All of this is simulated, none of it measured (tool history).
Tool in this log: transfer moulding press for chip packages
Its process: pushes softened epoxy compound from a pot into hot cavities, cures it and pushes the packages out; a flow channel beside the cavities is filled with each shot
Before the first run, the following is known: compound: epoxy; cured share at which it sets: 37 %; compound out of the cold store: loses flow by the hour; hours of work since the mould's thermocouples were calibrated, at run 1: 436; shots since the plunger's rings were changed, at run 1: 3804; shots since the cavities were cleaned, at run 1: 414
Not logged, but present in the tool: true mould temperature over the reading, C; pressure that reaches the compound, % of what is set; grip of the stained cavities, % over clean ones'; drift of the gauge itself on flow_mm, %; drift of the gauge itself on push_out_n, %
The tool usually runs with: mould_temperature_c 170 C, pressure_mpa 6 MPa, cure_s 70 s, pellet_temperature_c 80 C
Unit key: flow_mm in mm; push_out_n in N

run,hour,mould_temperature_c,pressure_mpa,cure_s,pellet_temperature_c,hours of work since the mould's thermocouples were calibrated,shots since the plunger's rings were changed,shots since the cavities were cleaned,incoming compound's hours out of the cold store,flow_mm,push_out_n
1,0,170,6,70,80,436,3804,414,26.7,793,447
2,40.7,170,6,70,80,460,4342,952,31.8,772,500
# hour 45.4: cavities cleaned with cleaning compound and waxed
3,78.1,170,6,70,80,481,4815,432,37.4,752,457
# hour 99.6: plunger's sealing rings changed
4,118.1,170,6,70,70,504,245,928,44.4,812,500
# hour 122.8: cavities cleaned with cleaning compound and waxed
5,165.7,170,6,108,80,531,853,567,46.1,796,379
# hour 199.5: cavities cleaned with cleaning compound and waxed
6,223.1,169,6,70,80,565,1591,311,35.9,814,455
# hour 275.3: cavities cleaned with cleaning compound and waxed
7,278.1,170,6,70,80,597,2298,37,36.6,798,313
# hour 283: mould's thermocouples calibrated
8,326.5,177,5.05,79,80,26,2911,650,18.4,761,384
# hour 352.7: cavities cleaned with cleaning compound and waxed
9,370.6,177,5.05,79,80,51,3473,236,30,722,335
10,404.9,170,4.56,61,71,72,3926,689,28.9,695,625
# hour 428.9: cavities cleaned with cleaning compound and waxed
11,452.7,170,4.56,61,71,99,4537,315,32.1,679,547
12,479.6,170,4.56,61,71,115,4892,670,32.9,666,592
# hour 495.2: plunger's sealing rings changed
# hour 508.8: cavities cleaned with cleaning compound and waxed
13,510.6,165,6.12,54,71,132,184,24,44.1,822,676
14,555.3,170,7.05,109,80,158,774,614,13.2,970,371

Below are 3 alternative next runs, each starting from the tool's condition after run 14. Predict each:
# hour 568.8: mould's thermocouples calibrated, once more
# hour 589.2: cavities cleaned with cleaning compound and waxed
A,590.5,170,6,80,80,12,1193,18,29.1,?,?
# hour 568.8: mould's thermocouples calibrated, once more
# hour 589.2: cavities cleaned with cleaning compound and waxed
B,590.5,178,6,100,80,12,1193,18,40.8,?,?
# hour 568.8: mould's thermocouples calibrated, once more
# hour 589.2: cavities cleaned with cleaning compound and waxed
C,590.5,164,5.84,109,79,12,1193,18,42.1,?,?

run,flow_mm,push_out_n
A,839,265
B,801,252
C,802,263
The same runs, with their run-to-run variation unchanged, on a tool lacking any hidden condition would have given:
run,flow_mm,push_out_n
A,861,250
B,822,237
C,823,248

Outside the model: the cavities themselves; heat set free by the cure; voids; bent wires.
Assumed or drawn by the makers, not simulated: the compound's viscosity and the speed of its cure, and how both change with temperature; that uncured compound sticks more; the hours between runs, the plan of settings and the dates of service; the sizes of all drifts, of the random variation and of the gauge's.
